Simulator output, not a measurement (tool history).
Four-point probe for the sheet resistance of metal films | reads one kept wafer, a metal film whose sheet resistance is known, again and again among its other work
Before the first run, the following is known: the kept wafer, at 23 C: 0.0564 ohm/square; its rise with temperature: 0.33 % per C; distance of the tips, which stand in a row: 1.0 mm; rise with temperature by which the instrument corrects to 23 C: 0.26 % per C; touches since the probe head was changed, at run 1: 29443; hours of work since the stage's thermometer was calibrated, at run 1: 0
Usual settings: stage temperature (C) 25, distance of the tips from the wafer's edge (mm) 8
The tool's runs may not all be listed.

run    hour  stage temperature (C)  distance of the tips from the wafer's edge (mm)  touches since the probe head was changed  hours of work since the stage's thermometer was calibrated  sheet resistance as the instrument gives it (ohm/square)
  1       0                     25                                                8                                     29443                                                           0                                                  0.056335
  2     115                     25                                                8                                     34737                                                          64                                                  0.056348
  3   192.5                     25                                                8                                     38306                                                         107                                                  0.056326
  4   266.1                     25                                                8                                     41695                                                         149                                                  0.056314
  5   357.7                     25                                                8                                     45912                                                         200                                                  0.056298
  6     415                     23                                                8                                     48549                                                         232                                                  0.056187
  7   531.6                     23                                                8                                     53921                                                         297                                                  0.056175
  8   645.9                     25                                                8                                     59183                                                         360                                                  0.056251
  9   747.7                     25                                                8                                     63868                                                         417                                                  0.056251
 10   884.8                     25                                                8                                     70182                                                         494                                                   0.05622
 11   998.1                     25                                                8                                     75397                                                         557                                                  0.056179
 12    1085                     25                                                8                                     79398                                                         605                                                  0.056181
 13  1151.4                     25                                                8                                     82455                                                         643                                                   0.05618
 14  1243.5                     25                                                8                                     86698                                                         694                                                  0.056155
 15  1377.7                     27                                                8                                     92875                                                         769                                                  0.056221
 16  1452.7                     25                                                6                                     96330                                                         811                                                  0.056477
 17  1511.8                     25                                               30                                     99051                                                         844                                                  0.055674
 18    1608                     25                                               30                                    103480                                                         897                                                  0.055663
 19  1687.5                     19                                                4                                    107141                                                         942                                                  0.057166
 20  1772.4                     25                                               22                                    111048                                                         989                                                  0.055679
 21  1880.7                     24                                               58                                    116034                                                        1050                                                  0.055552
 22    2011                     25                                                5                                    122033                                                        1122                                                   0.05674
 23  2139.4                     34                                                6                                    127948                                                        1194                                                  0.056733
 24  2267.2                     34                                                6                                    133831                                                        1265                                                   0.05672
 25  2324.6                     19                                               50                                    136473                                                        1297                                                  0.055253
 26  2422.2                     23                                               60                                    140966                                                        1352                                                  0.055412
 27  2493.5                     27                                                5                                    144249                                                        1392                                                  0.056762
 28    2600                     27                                                5                                    149153                                                        1451                                                  0.056733
 29  2691.8                     27                                                5                                    153382                                                        1502                                                  0.056712
 30  2796.9                     19                                                4                                    158220                                                        1561                                                  0.056998
 31    2911                     27                                               19                                    163471                                                        1625                                                  0.055599
 32  3026.8                     27                                               19                                    168805                                                        1689                                                  0.055589
 33  3092.8                     29                                               34                                    171844                                                        1726                                                  0.055603
 34  3194.9                     33                                               62                                    176543                                                        1783                                                  0.055746
 35  3319.1                     25                                                8                                    182264                                                        1852                                                  0.055848
 36  3401.7                     25                                               16                                    186065                                                        1898                                                  0.055467

Hidden state or all else? Some run-to-run changes of sheet resistance as the instrument gives it (ohm/square), split into what the settings, what came in and random variation would give without the hidden state, and what is left for the hidden state (with any gauge scatter that isn't in both results):
Hidden conditions of the tool in this case: inner tips' distance over the nominal, %; tips' flats over new ones', %; wafer's true temperature over the reading, C; drift of the gauge itself on sheet_ohm, %.
Run 18 -> 19: stage temperature (C) 25 -> 19, distance of the tips from the wafer's edge (mm) 30 -> 4. sheet resistance as the instrument gives it (ohm/square) +0.001503: hidden state -0.000034, all else +0.001537.
Run 19 -> 20: stage temperature (C) 19 -> 25, distance of the tips from the wafer's edge (mm) 4 -> 22. sheet resistance as the instrument gives it (ohm/square) -0.001487: hidden state +0.000007, all else -0.001494.
Run 21 -> 22: stage temperature (C) 24 -> 25, distance of the tips from the wafer's edge (mm) 58 -> 5. sheet resistance as the instrument gives it (ohm/square) +0.001188: hidden state -0.000039, all else +0.001227.
Run 24 -> 25: stage temperature (C) 34 -> 19, distance of the tips from the wafer's edge (mm) 6 -> 50. sheet resistance as the instrument gives it (ohm/square) -0.001467: hidden state +0.000013, all else -0.00148.
Run 26 -> 27: stage temperature (C) 23 -> 27, distance of the tips from the wafer's edge (mm) 60 -> 5. sheet resistance as the instrument gives it (ohm/square) +0.00135: hidden state -0.000033, all else +0.001383.
